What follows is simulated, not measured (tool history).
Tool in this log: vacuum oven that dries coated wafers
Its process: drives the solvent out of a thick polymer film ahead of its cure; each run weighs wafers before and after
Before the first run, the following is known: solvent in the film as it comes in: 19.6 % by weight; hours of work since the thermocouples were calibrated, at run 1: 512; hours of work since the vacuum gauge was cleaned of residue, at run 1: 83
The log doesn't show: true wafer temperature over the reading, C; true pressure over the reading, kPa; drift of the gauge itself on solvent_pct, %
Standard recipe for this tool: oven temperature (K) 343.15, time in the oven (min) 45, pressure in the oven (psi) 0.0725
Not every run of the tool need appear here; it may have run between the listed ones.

run	hour	oven temperature (K)	time in the oven (min)	pressure in the oven (psi)	hours of work since the thermocouples were calibrated	hours of work since the vacuum gauge was cleaned of residue	solvent left in the film (%)
1	0	343.15	45	0.0725	512	83	0.969
2	10.1	343.15	45	0.1548	518	89	1.348
3	29.3	343.15	45	0.1548	530	101	1.329
4	42	343.15	45	0.1548	538	109	1.327
5	51.9	343.15	45	0.1548	544	115	1.336
6	70.4	343.15	45	0.1548	556	127	1.331
7	82	343.15	45	0.1548	563	134	1.324
8	99.1	343.15	45	0.1548	573	145	1.327
9	111.9	354.15	29	0.0528	582	153	0.337
10	124.3	354.15	29	0.0528	589	160	0.331
11	134.3	333.15	28	0.0692	596	167	6.438

Run 12 has not been measured yet. What should we expect?
12	150.9	333.15	28	0.0692	606	177	?

Run 12 came out at solvent left in the film (%) 6.443.
If the tool had no hidden condition, the same run with the same run-to-run variation would have returned solvent left in the film (%) 6.637.

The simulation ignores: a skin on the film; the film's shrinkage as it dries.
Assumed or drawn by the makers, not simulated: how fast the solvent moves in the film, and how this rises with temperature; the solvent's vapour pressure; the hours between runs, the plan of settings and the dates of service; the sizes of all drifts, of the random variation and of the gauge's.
